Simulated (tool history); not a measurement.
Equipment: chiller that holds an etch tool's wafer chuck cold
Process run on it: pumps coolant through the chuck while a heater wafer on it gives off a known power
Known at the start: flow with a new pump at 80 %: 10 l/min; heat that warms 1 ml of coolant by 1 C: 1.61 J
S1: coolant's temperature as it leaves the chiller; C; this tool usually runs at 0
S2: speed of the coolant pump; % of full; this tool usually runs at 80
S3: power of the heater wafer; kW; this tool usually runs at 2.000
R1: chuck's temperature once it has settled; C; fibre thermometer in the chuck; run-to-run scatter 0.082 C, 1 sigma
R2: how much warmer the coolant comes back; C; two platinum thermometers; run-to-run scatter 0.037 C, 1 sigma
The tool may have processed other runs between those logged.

run	hour	S1	S2	S3	R1	R2
1	0.0	0	80	2.000	14.46	7.70
2	106.8	0	80	2.481	17.87	9.61
# hour 222.8: coolant changed, channels flushed
3	287.9	0	82	2.481	16.72	9.36
4	489.6	0	82	2.481	16.67	9.29
5	690.8	0	82	2.481	16.77	9.27
6	788.3	5	82	2.481	21.62	9.34
# hour 987.3: chiller's thermometer calibrated
7	987.3	5	82	2.481	21.97	9.34
8	1137.3	5	82	2.481	22.09	9.31
9	1241.1	0	66	1.010	7.91	4.77
10	1346.8	-8	79	2.248	7.89	8.76
11	1521.5	10	98	1.055	16.25	3.31
12	1724.8	-2	98	2.326	12.19	7.35

Below are 5 alternative next runs, each starting from the tool's condition after run 12. Predict each:
A	1888.4	3	80	2.000	?	?
B	1888.4	-5	77	1.376	?	?
C	1888.4	8	75	1.423	?	?
D	1888.4	1	80	2.000	?	?
E	1888.4	0	80	1.866	?	?

run	R1	R2
A	17.14	7.85
B	4.94	5.61
C	18.41	5.90
D	15.01	7.82
E	13.04	7.32
Without the tool's hidden state the same runs would have given:
run	R1	R2
A	16.61	7.47
B	4.60	5.34
C	18.04	5.61
D	14.48	7.44
E	12.55	6.97
